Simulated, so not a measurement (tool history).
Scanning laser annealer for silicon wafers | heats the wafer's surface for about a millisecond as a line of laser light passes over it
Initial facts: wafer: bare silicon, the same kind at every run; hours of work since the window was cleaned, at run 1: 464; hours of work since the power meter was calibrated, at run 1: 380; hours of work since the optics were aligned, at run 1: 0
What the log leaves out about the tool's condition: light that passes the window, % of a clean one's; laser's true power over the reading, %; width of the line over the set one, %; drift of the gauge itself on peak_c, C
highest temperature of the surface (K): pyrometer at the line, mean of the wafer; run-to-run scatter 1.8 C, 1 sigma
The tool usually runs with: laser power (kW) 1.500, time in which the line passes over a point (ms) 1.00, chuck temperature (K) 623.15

run    hour  laser power (kW)  time in which the line passes over a point (ms)  chuck temperature (K)  hours of work since the window was cleaned  hours of work since the power meter was calibrated  hours of work since the optics were aligned  highest temperature of the surface (K)
  1     0.0             1.500                                             1.00                 623.15                                         464                                                 380                                            0                                 1330.15
  2    56.3             1.500                                             1.00                 623.15                                         491                                                 408                                           28                                 1330.15
  3    94.3             1.500                                             1.00                 623.15                                         510                                                 427                                           46                                 1328.15
  4   139.9             1.500                                             1.00                 623.15                                         532                                                 449                                           69                                 1330.15
  5   182.3             1.500                                             1.00                 623.15                                         553                                                 470                                           90                                 1327.15
  6   210.6             1.500                                             1.00                 623.15                                         567                                                 484                                          104                                 1326.15
  7   248.6             1.500                                             1.00                 623.15                                         586                                                 503                                          122                                 1325.15
  8   301.0             1.500                                             1.00                 623.15                                         612                                                 528                                          148                                 1323.15
  9   342.1             1.500                                             1.00                 623.15                                         632                                                 549                                          168                                 1326.15
 10   385.5             1.500                                             1.00                 623.15                                         653                                                 570                                          190                                 1324.15
 11   428.5             1.500                                             1.00                 623.15                                         674                                                 591                                          211                                 1321.15
 12   484.1             1.500                                             1.00                 623.15                                         702                                                 618                                          238                                 1318.15
 13   537.2             1.569                                             1.00                 623.15                                         728                                                 645                                          264                                 1348.15
 14   563.3             1.569                                             1.00                 623.15                                         741                                                 657                                          277                                 1349.15
 15   587.3             1.569                                             1.00                 623.15                                         752                                                 669                                          289                                 1346.15
      594.4  -- laser's power meter calibrated
 16   635.2             1.500                                             0.87                 623.15                                         775                                                  20                                          311                                 1263.15
 17   663.9             1.500                                             0.87                 623.15                                         789                                                  34                                          325                                 1262.15
 18   687.6             1.500                                             0.84                 623.15                                         800                                                  46                                          337                                 1251.15
 19   744.0             1.500                                             1.00                 623.15                                         828                                                  74                                          365                                 1318.15
      785.4  -- window over the wafer cleaned
 20   800.8             1.500                                             1.00                 623.15                                           8                                                 101                                          391                                 1348.15
 21   853.3             1.500                                             1.00                 623.15                                          33                                                 126                                          417                                 1345.15
      869.8  -- laser's power meter calibrated, once more
 22   885.2             1.531                                             0.81                 645.15                                          48                                                   8                                          432                                 1292.15
 23   938.2             1.441                                             1.13                 623.15                                          74                                                  34                                          458                                 1367.15
 24   963.7             1.524                                             0.78                 645.15                                          86                                                  46                                          470                                 1276.15
 25  1003.2             1.524                                             0.78                 645.15                                         106                                                  66                                          490                                 1274.15
 26  1041.6             1.524                                             0.78                 645.15                                         125                                                  85                                          508                                 1273.15
 27  1079.2             1.508                                             0.71                 606.15                                         143                                                 103                                          527                                 1193.15
 28  1103.0             1.455                                             0.87                 658.15                                         155                                                 115                                          539                                 1297.15
 29  1127.8             1.399                                             0.77                 623.15                                         167                                                 127                                          551                                 1196.15

The next listed run, before its measurement:
 30  1174.3             1.396                                             0.93                 625.15                                         190                                                 150                                          574                                       ?

{"run 30": {"highest temperature of the surface (K)": 1266.15}}
With no hidden state in the tool, this same run would have given highest temperature of the surface (K) 1276.15.
